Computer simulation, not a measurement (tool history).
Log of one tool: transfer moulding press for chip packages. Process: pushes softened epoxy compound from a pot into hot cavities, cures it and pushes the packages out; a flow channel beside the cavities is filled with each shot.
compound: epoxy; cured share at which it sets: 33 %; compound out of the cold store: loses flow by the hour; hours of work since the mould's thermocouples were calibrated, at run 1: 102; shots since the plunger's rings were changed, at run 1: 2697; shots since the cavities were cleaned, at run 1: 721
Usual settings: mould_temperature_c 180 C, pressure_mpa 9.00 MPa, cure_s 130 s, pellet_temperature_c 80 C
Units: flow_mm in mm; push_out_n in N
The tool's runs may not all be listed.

| run | hour | mould_temperature_c | pressure_mpa | cure_s | pellet_temperature_c | hours of work since the mould's thermocouples were calibrated | shots since the plunger's rings were changed | shots since the cavities were cleaned | incoming compound's hours out of the cold store | flow_mm | push_out_n |
|---|---|---|---|---|---|---|---|---|---|---|---|
| 1 | 0.0 | 180 | 9.00 | 130 | 80 | 102 | 2697 | 721 | 37.2 | 670 | 542 |
| 2 | 7.1 | 180 | 9.00 | 150 | 80 | 107 | 2764 | 788 | 22.3 | 710 | 454 |
| 3 | 11.7 | 180 | 9.00 | 150 | 80 | 110 | 2808 | 832 | 11.7 | 745 | 477 |
| 4 | 21.3 | 180 | 9.00 | 150 | 80 | 116 | 2900 | 924 | 41.6 | 659 | 488 |
| 5 | 30.8 | 180 | 9.00 | 150 | 80 | 122 | 2990 | 1014 | 43.3 | 638 | 477 |
| 6 | 37.3 | 180 | 7.62 | 130 | 80 | 126 | 3052 | 1076 | 21.4 | 660 | 548 |
| 7 | 45.1 | 180 | 7.62 | 130 | 80 | 131 | 3127 | 1151 | 13.9 | 681 | 552 |
|  | 51.4 | cavities cleaned with cleaning compound and waxed |
| 8 | 54.7 | 174 | 7.62 | 130 | 80 | 136 | 3203 | 31 | 47.8 | 604 | 533 |
| 9 | 63.9 | 174 | 7.62 | 130 | 80 | 142 | 3291 | 119 | 22.0 | 673 | 591 |
| 10 | 72.6 | 174 | 7.62 | 130 | 80 | 148 | 3373 | 201 | 33.4 | 641 | 632 |
| 11 | 77.5 | 175 | 9.00 | 130 | 80 | 151 | 3420 | 248 | 19.8 | 727 | 596 |
| 12 | 84.1 | 175 | 9.00 | 130 | 80 | 155 | 3483 | 311 | 40.5 | 662 | 604 |
| 13 | 93.4 | 175 | 9.00 | 130 | 80 | 161 | 3572 | 400 | 31.7 | 700 | 621 |
| 14 | 101.3 | 185 | 9.00 | 130 | 80 | 166 | 3647 | 475 | 44.0 | 624 | 417 |
| 15 | 105.7 | 182 | 9.00 | 126 | 84 | 169 | 3689 | 517 | 30.2 | 675 | 469 |
| 16 | 114.5 | 182 | 9.00 | 126 | 84 | 175 | 3773 | 601 | 40.9 | 643 | 473 |
| 17 | 121.9 | 187 | 9.00 | 130 | 80 | 180 | 3843 | 671 | 13.3 | 683 | 438 |
| 18 | 132.1 | 187 | 9.00 | 130 | 80 | 186 | 3940 | 768 | 29.5 | 655 | 421 |
| 19 | 140.5 | 187 | 9.00 | 130 | 80 | 192 | 4020 | 848 | 17.6 | 684 | 451 |
| 20 | 149.9 | 182 | 9.00 | 130 | 80 | 198 | 4110 | 938 | 15.7 | 717 | 493 |
| 21 | 155.5 | 174 | 8.94 | 130 | 80 | 201 | 4163 | 991 | 12.5 | 751 | 800 |
| 22 | 163.5 | 180 | 9.50 | 130 | 70 | 206 | 4239 | 1067 | 13.2 | 738 | 576 |
| 23 | 170.2 | 180 | 9.50 | 130 | 70 | 211 | 4303 | 1131 | 10.6 | 742 | 556 |
| 24 | 175.0 | 180 | 9.00 | 123 | 79 | 214 | 4349 | 1177 | 36.3 | 659 | 563 |
|  | 179.1 | cavities cleaned with cleaning compound and waxed |
| 25 | 183.1 | 180 | 9.00 | 123 | 79 | 218 | 4411 | 38 | 14.7 | 709 | 453 |
| 26 | 193.3 | 180 | 9.00 | 124 | 78 | 225 | 4509 | 136 | 19.8 | 702 | 459 |
| 27 | 201.8 | 180 | 9.00 | 124 | 78 | 230 | 4589 | 216 | 39.9 | 636 | 450 |
| 28 | 207.0 | 180 | 8.88 | 152 | 80 | 233 | 4639 | 266 | 45.2 | 618 | 407 |

Measured less the same run without the tool's hidden state. The same run-to-run variation is in both; the gauge's scatter may not be:
The hidden state here: true mould temperature over the reading, C; pressure that reaches the compound, % of what is set; grip of the stained cavities, % over clean ones'; drift of the gauge itself on flow_mm, %; drift of the gauge itself on push_out_n, %.
| run | flow_mm | push_out_n |
|---|---|---|
| 1 | -34 | +145 |
| 2 | -37 | +129 |
| 3 | -40 | +134 |
| 4 | -36 | +143 |
| 5 | -37 | +143 |
| 6 | -38 | +165 |
| 7 | -41 | +171 |
| 8 | -36 | +18 |
| 9 | -42 | +53 |
| 10 | -42 | +81 |
| 11 | -48 | +90 |
| 12 | -44 | +104 |
| 13 | -47 | +123 |
| 14 | -43 | +93 |
| 15 | -48 | +109 |
| 16 | -47 | +117 |
| 17 | -50 | +113 |
| 18 | -50 | +115 |
| 19 | -54 | +127 |
| 20 | -56 | +145 |
| 21 | -61 | +242 |
| 22 | -61 | +177 |
| 23 | -62 | +171 |
| 24 | -56 | +178 |
| 25 | -61 | +25 |
| 26 | -61 | +53 |
| 27 | -57 | +68 |
| 28 | -55 | +67 |

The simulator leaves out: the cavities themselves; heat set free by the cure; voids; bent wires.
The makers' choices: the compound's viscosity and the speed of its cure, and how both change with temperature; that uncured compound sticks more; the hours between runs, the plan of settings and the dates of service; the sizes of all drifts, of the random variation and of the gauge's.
